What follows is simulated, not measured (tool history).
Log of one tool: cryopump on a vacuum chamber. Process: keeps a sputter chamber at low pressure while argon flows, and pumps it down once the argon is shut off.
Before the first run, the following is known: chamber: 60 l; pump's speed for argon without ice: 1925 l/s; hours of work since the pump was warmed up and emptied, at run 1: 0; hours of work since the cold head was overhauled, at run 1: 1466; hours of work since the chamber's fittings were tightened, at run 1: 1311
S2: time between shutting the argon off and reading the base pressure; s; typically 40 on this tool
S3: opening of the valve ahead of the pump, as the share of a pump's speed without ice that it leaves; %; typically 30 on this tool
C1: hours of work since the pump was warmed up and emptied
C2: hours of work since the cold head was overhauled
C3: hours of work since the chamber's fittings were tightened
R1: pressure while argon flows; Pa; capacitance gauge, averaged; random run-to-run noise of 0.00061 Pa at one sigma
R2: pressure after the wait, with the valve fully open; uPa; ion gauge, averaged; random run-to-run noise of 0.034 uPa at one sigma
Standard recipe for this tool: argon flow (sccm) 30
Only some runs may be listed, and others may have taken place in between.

{"run": 1, "hour": 0.0, "argon flow (sccm)": 30, "S2": 40, "S3": 30, "C1": 0, "C2": 1466, "C3": 1311, "R1": 0.0887, "R2": 2.87}
{"hour": 28.7, "done": "leaking fittings of the chamber tightened, without venting"}
{"run": 2, "hour": 55.1, "argon flow (sccm)": 30, "S2": 40, "S3": 30, "C1": 47, "C2": 1513, "C3": 24, "R1": 0.09, "R2": 1.88}
{"run": 3, "hour": 94.8, "argon flow (sccm)": 30, "S2": 40, "S3": 30, "C1": 83, "C2": 1549, "C3": 59, "R1": 0.0894, "R2": 1.93}
{"run": 4, "hour": 138.6, "argon flow (sccm)": 30, "S2": 40, "S3": 30, "C1": 122, "C2": 1588, "C3": 98, "R1": 0.0902, "R2": 2}
{"run": 5, "hour": 175.8, "argon flow (sccm)": 30, "S2": 40, "S3": 30, "C1": 155, "C2": 1621, "C3": 132, "R1": 0.0919, "R2": 1.98}
{"run": 6, "hour": 220.4, "argon flow (sccm)": 30, "S2": 40, "S3": 19, "C1": 195, "C2": 1661, "C3": 171, "R1": 0.1422, "R2": 2.13}
{"run": 7, "hour": 261.0, "argon flow (sccm)": 30, "S2": 40, "S3": 19, "C1": 232, "C2": 1698, "C3": 208, "R1": 0.144, "R2": 2.15}
{"run": 8, "hour": 291.9, "argon flow (sccm)": 30, "S2": 40, "S3": 19, "C1": 259, "C2": 1725, "C3": 235, "R1": 0.1453, "R2": 2.14}
{"run": 9, "hour": 318.0, "argon flow (sccm)": 30, "S2": 40, "S3": 19, "C1": 283, "C2": 1749, "C3": 259, "R1": 0.1436, "R2": 2.17}
{"run": 10, "hour": 346.8, "argon flow (sccm)": 30, "S2": 40, "S3": 30, "C1": 308, "C2": 1774, "C3": 284, "R1": 0.0938, "R2": 2.19}
{"run": 11, "hour": 376.4, "argon flow (sccm)": 30, "S2": 40, "S3": 30, "C1": 335, "C2": 1801, "C3": 311, "R1": 0.0952, "R2": 2.24}
{"hour": 385.2, "done": "pump warmed up, emptied and cooled again"}
{"run": 12, "hour": 433.2, "argon flow (sccm)": 30, "S2": 40, "S3": 30, "C1": 43, "C2": 1847, "C3": 357, "R1": 0.0902, "R2": 2.19}
{"run": 13, "hour": 474.5, "argon flow (sccm)": 30, "S2": 40, "S3": 30, "C1": 80, "C2": 1884, "C3": 394, "R1": 0.0908, "R2": 2.21}
{"run": 14, "hour": 529.7, "argon flow (sccm)": 30, "S2": 40, "S3": 30, "C1": 129, "C2": 1933, "C3": 444, "R1": 0.0915, "R2": 2.26}
{"run": 15, "hour": 568.0, "argon flow (sccm)": 30, "S2": 40, "S3": 30, "C1": 164, "C2": 1968, "C3": 478, "R1": 0.0921, "R2": 2.38}
{"run": 16, "hour": 622.6, "argon flow (sccm)": 30, "S2": 24, "S3": 30, "C1": 212, "C2": 2017, "C3": 527, "R1": 0.0926, "R2": 3.53}
{"run": 17, "hour": 667.1, "argon flow (sccm)": 30, "S2": 36, "S3": 30, "C1": 252, "C2": 2056, "C3": 566, "R1": 0.0948, "R2": 2.62}
{"run": 18, "hour": 695.0, "argon flow (sccm)": 30, "S2": 36, "S3": 30, "C1": 277, "C2": 2081, "C3": 591, "R1": 0.0939, "R2": 2.71}
{"run": 19, "hour": 743.9, "argon flow (sccm)": 16, "S2": 40, "S3": 22, "C1": 321, "C2": 2125, "C3": 635, "R1": 0.0682, "R2": 2.53}
{"hour": 769.2, "done": "pump warmed up, emptied and cooled again"}
{"run": 20, "hour": 801.6, "argon flow (sccm)": 16, "S2": 40, "S3": 22, "C1": 29, "C2": 2172, "C3": 682, "R1": 0.0646, "R2": 2.55}
{"run": 21, "hour": 838.9, "argon flow (sccm)": 29, "S2": 137, "S3": 24, "C1": 62, "C2": 2205, "C3": 716, "R1": 0.1079, "R2": 1.32}
{"run": 22, "hour": 880.4, "argon flow (sccm)": 30, "S2": 77, "S3": 30, "C1": 99, "C2": 2243, "C3": 753, "R1": 0.0898, "R2": 1.72}
{"run": 23, "hour": 916.4, "argon flow (sccm)": 46, "S2": 38, "S3": 30, "C1": 132, "C2": 2275, "C3": 785, "R1": 0.1409, "R2": 2.75}
{"run": 24, "hour": 957.7, "argon flow (sccm)": 30, "S2": 85, "S3": 30, "C1": 169, "C2": 2312, "C3": 822, "R1": 0.0917, "R2": 1.79}
{"run": 25, "hour": 993.1, "argon flow (sccm)": 37, "S2": 40, "S3": 22, "C1": 200, "C2": 2343, "C3": 854, "R1": 0.1534, "R2": 2.75}
{"run": 26, "hour": 1038.1, "argon flow (sccm)": 27, "S2": 112, "S3": 40, "C1": 241, "C2": 2384, "C3": 894, "R1": 0.0637, "R2": 1.7}
{"run": 27, "hour": 1087.3, "argon flow (sccm)": 14, "S2": 64, "S3": 51, "C1": 285, "C2": 2428, "C3": 938, "R1": 0.0275, "R2": 2.25}
{"run": 28, "hour": 1119.6, "argon flow (sccm)": 23, "S2": 92, "S3": 51, "C1": 313, "C2": 2457, "C3": 967, "R1": 0.0441, "R2": 1.95}
{"run": 29, "hour": 1143.8, "argon flow (sccm)": 23, "S2": 92, "S3": 51, "C1": 335, "C2": 2478, "C3": 988, "R1": 0.0462, "R2": 1.99}
{"hour": 1153.7, "done": "pump warmed up, emptied and cooled again"}
{"run": 30, "hour": 1172.3, "argon flow (sccm)": 13, "S2": 73, "S3": 45, "C1": 17, "C2": 2499, "C3": 1009, "R1": 0.026, "R2": 1.94}
{"run": 31, "hour": 1215.3, "argon flow (sccm)": 48, "S2": 120, "S3": 45, "C1": 55, "C2": 2538, "C3": 1048, "R1": 0.0973, "R2": 1.67}
{"run": 32, "hour": 1248.8, "argon flow (sccm)": 19, "S2": 120, "S3": 17, "C1": 85, "C2": 2568, "C3": 1078, "R1": 0.0996, "R2": 1.71}
{"run": 33, "hour": 1302.5, "argon flow (sccm)": 21, "S2": 35, "S3": 16, "C1": 133, "C2": 2616, "C3": 1126, "R1": 0.1167, "R2": 3.18}
{"run": 34, "hour": 1328.4, "argon flow (sccm)": 52, "S2": 150, "S3": 19, "C1": 156, "C2": 2639, "C3": 1149, "R1": 0.2475, "R2": 1.78}
{"run": 35, "hour": 1351.4, "argon flow (sccm)": 51, "S2": 83, "S3": 30, "C1": 177, "C2": 2659, "C3": 1170, "R1": 0.1581, "R2": 2.15}

3 ways to go on from here, each from the tool as it stands after run 35. What would each give?
{"run": "A", "hour": 1398.0, "argon flow (sccm)": 30, "S2": 40, "S3": 39, "C1": 219, "C2": 2701, "C3": 1211, "R1": "?", "R2": "?"}
{"run": "B", "hour": 1398.0, "argon flow (sccm)": 27, "S2": 83, "S3": 59, "C1": 219, "C2": 2701, "C3": 1211, "R1": "?", "R2": "?"}
{"run": "C", "hour": 1398.0, "argon flow (sccm)": 16, "S2": 40, "S3": 16, "C1": 219, "C2": 2701, "C3": 1211, "R1": "?", "R2": "?"}

run=A R1=0.0725 R2=3.06
run=B R1=0.0449 R2=2.14
run=C R1=0.0917 R2=3.12
Without the tool's unlogged condition, the same runs would have read:
run=A R1=0.0672 R2=1.86
run=B R1=0.0401 R2=0.94
run=C R1=0.0889 R2=1.9
